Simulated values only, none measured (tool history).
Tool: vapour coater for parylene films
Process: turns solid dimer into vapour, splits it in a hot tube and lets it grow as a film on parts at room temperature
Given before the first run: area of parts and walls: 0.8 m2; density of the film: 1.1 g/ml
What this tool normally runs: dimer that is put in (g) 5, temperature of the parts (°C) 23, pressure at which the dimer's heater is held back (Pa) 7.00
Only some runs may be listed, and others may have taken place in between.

run   hour  dimer that is put in (g)  temperature of the parts (°C)  pressure at which the dimer's heater is held back (Pa)  thickness of the film (nm)
  1    0.0                         5                             23                                                    7.00                        4270
  2   50.8                         5                             23                                                    7.00                        4190
  3   74.6                         5                             23                                                    7.00                        4150
  4  125.0                         5                             21                                                    7.00                        4490
  5  178.8                         5                             23                                                    7.00                        4140
  6  218.8                         5                             23                                                    7.00                        4210
  7  245.4                         5                             23                                                    7.00                        4140
  8  274.6                         5                             23                                                    7.00                        4040
  9  321.0                         5                             17                                                    7.00                        4970
 10  357.0                         5                             17                                                    6.93                        5060
     361.4  -- table's thermometer calibrated
 11  399.7                         5                             17                                                    6.93                        5090
 12  438.5                         5                             23                                                    7.00                        4000
     462.3  -- table's thermometer calibrated, once more
 13  475.3                         5                             25                                                    7.00                        3510
 14  531.4                         7                             25                                                    3.80                        5180
 15  576.3                         7                             25                                                    3.80                        5100
 16  602.0                         6                             19                                                    2.93                        5570
 17  638.0                         6                             19                                                    2.93                        5420
 18  663.5                         7                             16                                                    3.33                        6840
 19  703.9                         6                             18                                                    3.33                        5630
     732.5  -- trap's valve overhauled
 20  750.6                         6                             28                                                    2.35                        4540
 21  783.6                         4                             22                                                    7.32                        3430
 22  835.7                         4                             22                                                    7.32                        3340
 23  874.7                         4                             22                                                    7.32                        3380

How would selected steps in thickness of the film (nm) from run to run divide? Give the signed amount a tool lacking its hidden state would still show from settings, what came in and random variation, and the signed amount left for the hidden state, including any gauge scatter that is not in both of the compared results.
Hidden state at play: vapour lost through the trap's worn valve, %; true temperature of the parts over the reading, C; drift of the gauge itself on film_um, %.
Run 13 -> 14: dimer that is put in (g) 5 -> 7, pressure at which the dimer's heater is held back (Pa) 7.00 -> 3.80. thickness of the film (nm) +1670: hidden state -220, all else +1890.
Run 17 -> 18: dimer that is put in (g) 6 -> 7, temperature of the parts (°C) 19 -> 16, pressure at which the dimer's heater is held back (Pa) 2.93 -> 3.33. thickness of the film (nm) +1420: hidden state -230, all else +1650.
Run 19 -> 20: temperature of the parts (°C) 18 -> 28, pressure at which the dimer's heater is held back (Pa) 3.33 -> 2.35, trap's valve overhauled. thickness of the film (nm) -1090: hidden state +750, all else -1840.

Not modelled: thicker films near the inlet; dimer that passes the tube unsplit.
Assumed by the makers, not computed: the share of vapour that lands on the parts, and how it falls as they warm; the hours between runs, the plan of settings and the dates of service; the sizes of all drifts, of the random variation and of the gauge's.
